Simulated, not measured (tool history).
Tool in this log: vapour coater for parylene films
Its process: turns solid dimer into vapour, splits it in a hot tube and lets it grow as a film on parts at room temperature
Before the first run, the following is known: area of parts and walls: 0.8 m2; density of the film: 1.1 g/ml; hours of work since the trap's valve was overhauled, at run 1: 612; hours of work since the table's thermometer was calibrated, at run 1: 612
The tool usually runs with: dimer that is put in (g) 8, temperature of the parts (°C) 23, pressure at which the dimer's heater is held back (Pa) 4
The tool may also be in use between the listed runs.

run,day,dimer that is put in (g),temperature of the parts (°C),pressure at which the dimer's heater is held back (Pa),hours of work since the trap's valve was overhauled,hours of work since the table's thermometer was calibrated,thickness of the film (nm)
1,0,8,23,4,612,612,5450
# day 0.833: trap's valve overhauled
2,1.529,8,23,4,12,635,5280
3,3.208,8,27,4,40,663,4660
4,5.621,8,27,4,81,704,4780
# day 7.129: trap's valve overhauled, once more
5,7.912,6,23,4,13,739,4350
6,9.342,6,23,4,37,763,4350
7,11.667,6,23,4,77,803,4300
8,13,6,23,4,99,825,4300
9,15.042,6,23,4,133,860,4320
10,16.638,13,23,4,160,887,9280
11,18.346,8,23,10.61,189,915,4990
12,19.908,4,23,4,215,942,2930
13,21.688,6,23,4,246,972,4250
14,23.017,8,23,10.59,268,994,4990
15,24.688,8,22,3.62,296,1022,5870
16,26.617,3,28,3.83,329,1055,1860

Run 17 comes next. What will it give?
17,28.121,9,20,3.31,354,1080,?

thickness of the film (nm): 6970
Take away the tool's hidden state, keep the run-to-run variation as it was, and the same run would have given thickness of the film (nm) 7360.
